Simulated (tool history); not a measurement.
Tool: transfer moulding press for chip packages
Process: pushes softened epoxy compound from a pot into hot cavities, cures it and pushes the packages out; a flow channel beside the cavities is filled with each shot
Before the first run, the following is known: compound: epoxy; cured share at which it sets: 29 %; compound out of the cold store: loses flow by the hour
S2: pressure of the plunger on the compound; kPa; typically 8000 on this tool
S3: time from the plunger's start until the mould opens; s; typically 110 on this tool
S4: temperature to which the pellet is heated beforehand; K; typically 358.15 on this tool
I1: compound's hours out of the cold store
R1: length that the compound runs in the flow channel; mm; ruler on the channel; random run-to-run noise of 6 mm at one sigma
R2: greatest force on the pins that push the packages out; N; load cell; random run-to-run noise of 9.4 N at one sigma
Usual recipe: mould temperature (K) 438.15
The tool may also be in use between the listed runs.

run 1 hour=0.0 | mould_temperature_(K)=438.15 S2=8000 S3=110 S4=358.15 | I1=21.9 | R1=634 R2=661
run 2 hour=9.2 | mould_temperature_(K)=435.15 S2=8000 S3=110 S4=358.15 | I1=13.5 | R1=750 R2=839
run 3 hour=21.8 | mould_temperature_(K)=435.15 S2=8000 S3=110 S4=358.15 | I1=43.6 | R1=626 R2=875
run 4 hour=32.6 | mould_temperature_(K)=435.15 S2=8000 S3=110 S4=358.15 | I1=26.5 | R1=684 R2=935
run 5 hour=40.2 | mould_temperature_(K)=438.15 S2=8000 S3=110 S4=358.15 | I1=21.3 | R1=707 R2=863
run 6 hour=50.1 | mould_temperature_(K)=438.15 S2=8000 S3=110 S4=358.15 | I1=12.2 | R1=734 R2=530
run 7 hour=55.9 | mould_temperature_(K)=438.15 S2=9830 S3=110 S4=358.15 | I1=30.0 | R1=727 R2=562
run 8 hour=65.6 | mould_temperature_(K)=438.15 S2=9830 S3=110 S4=358.15 | I1=19.9 | R1=789 R2=675
run 9 hour=79.0 | mould_temperature_(K)=438.15 S2=9830 S3=110 S4=358.15 | I1=24.0 | R1=755 R2=760
run 10 hour=89.1 | mould_temperature_(K)=438.15 S2=8000 S3=110 S4=358.15 | I1=20.9 | R1=696 R2=835
run 11 hour=96.2 | mould_temperature_(K)=438.15 S2=9250 S3=110 S4=358.15 | I1=40.8 | R1=656 R2=802
run 12 hour=110.8 | mould_temperature_(K)=438.15 S2=8000 S3=110 S4=358.15 | I1=35.3 | R1=627 R2=479
run 13 hour=121.1 | mould_temperature_(K)=438.15 S2=9390 S3=110 S4=358.15 | I1=29.8 | R1=707 R2=582
run 14 hour=134.3 | mould_temperature_(K)=444.15 S2=9390 S3=110 S4=358.15 | I1=16.8 | R1=736 R2=631
run 15 hour=144.8 | mould_temperature_(K)=444.15 S2=6790 S3=98 S4=358.15 | I1=26.2 | R1=596 R2=678
run 16 hour=156.8 | mould_temperature_(K)=444.15 S2=6790 S3=98 S4=358.15 | I1=21.9 | R1=607 R2=766
run 17 hour=162.6 | mould_temperature_(K)=444.15 S2=7930 S3=98 S4=358.15 | I1=30.4 | R1=613 R2=785
run 18 hour=168.5 | mould_temperature_(K)=444.15 S2=6780 S3=141 S4=358.15 | I1=32.3 | R1=572 R2=759
run 19 hour=181.8 | mould_temperature_(K)=444.15 S2=6780 S3=141 S4=358.15 | I1=37.7 | R1=538 R2=493
run 20 hour=190.5 | mould_temperature_(K)=444.15 S2=7730 S3=131 S4=354.15 | I1=36.3 | R1=583 R2=559
run 21 hour=201.2 | mould_temperature_(K)=444.15 S2=7730 S3=131 S4=354.15 | I1=22.4 | R1=640 R2=646
run 22 hour=208.9 | mould_temperature_(K)=445.15 S2=7260 S3=110 S4=358.15 | I1=33.4 | R1=570 R2=665
run 23 hour=221.5 | mould_temperature_(K)=445.15 S2=7260 S3=110 S4=358.15 | I1=41.4 | R1=549 R2=726
run 24 hour=231.8 | mould_temperature_(K)=438.15 S2=8000 S3=141 S4=359.15 | I1=8.6 | R1=733 R2=779
run 25 hour=243.8 | mould_temperature_(K)=433.15 S2=8000 S3=110 S4=358.15 | I1=34.4 | R1=627 R2=697
run 26 hour=250.1 | mould_temperature_(K)=435.15 S2=8000 S3=110 S4=358.15 | I1=33.9 | R1=622 R2=673
run 27 hour=262.5 | mould_temperature_(K)=435.15 S2=8000 S3=110 S4=358.15 | I1=38.7 | R1=602 R2=768
run 28 hour=268.9 | mould_temperature_(K)=444.15 S2=8000 S3=110 S4=358.15 | I1=47.9 | R1=537 R2=672

Put back what was entered between runs (5 entries, withheld): which listed runs does each sit between, and how does the hidden state differ from the listed run before to the listed run after?
In the gap between runs 1 and 2: plunger's sealing rings changed (hour 7.1)
  true mould temperature over the reading, C: -0.1 -> -0.09; pressure that reaches the compound, % of what is set: 79.54 -> 98.78; grip of the stained cavities, % over clean ones': 56.7 -> 67.1
  measured minus no-state result, R1: -77 -> -4 mm; R2: +244 -> +341 N
In the gap between runs 5 and 6: cavities cleaned with cleaning compound and waxed (hour 44.0)
  true mould temperature over the reading, C: -0.02 -> -0.01; pressure that reaches the compound, % of what is set: 97.35 -> 96.95; grip of the stained cavities, % over clean ones': 100 -> 17.6
  measured minus no-state result, R1: -9 -> -12 mm; R2: +432 -> +79 N
In the gap between runs 11 and 12: cavities cleaned with cleaning compound and waxed (hour 107.8)
  true mould temperature over the reading, C: 0.08 -> 0.1; pressure that reaches the compound, % of what is set: 94.73 -> 94.15; grip of the stained cavities, % over clean ones': 93.3 -> 11.4
  measured minus no-state result, R1: -18 -> -20 mm; R2: +388 -> +47 N
In the gap between runs 18 and 19: cavities cleaned with cleaning compound and waxed (hour 171.3)
  true mould temperature over the reading, C: 0.22 -> 0.24; pressure that reaches the compound, % of what is set: 91.35 -> 90.8; grip of the stained cavities, % over clean ones': 100.1 -> 27.8
  measured minus no-state result, R1: -26 -> -27 mm; R2: +382 -> +107 N
In the gap between runs 24 and 25: cavities cleaned with cleaning compound and waxed (hour 234.6)
  true mould temperature over the reading, C: 0.33 -> 0.35; pressure that reaches the compound, % of what is set: 88.47 -> 87.99; grip of the stained cavities, % over clean ones': 100.4 -> 26.9
  measured minus no-state result, R1: -48 -> -43 mm; R2: +391 -> +135 N
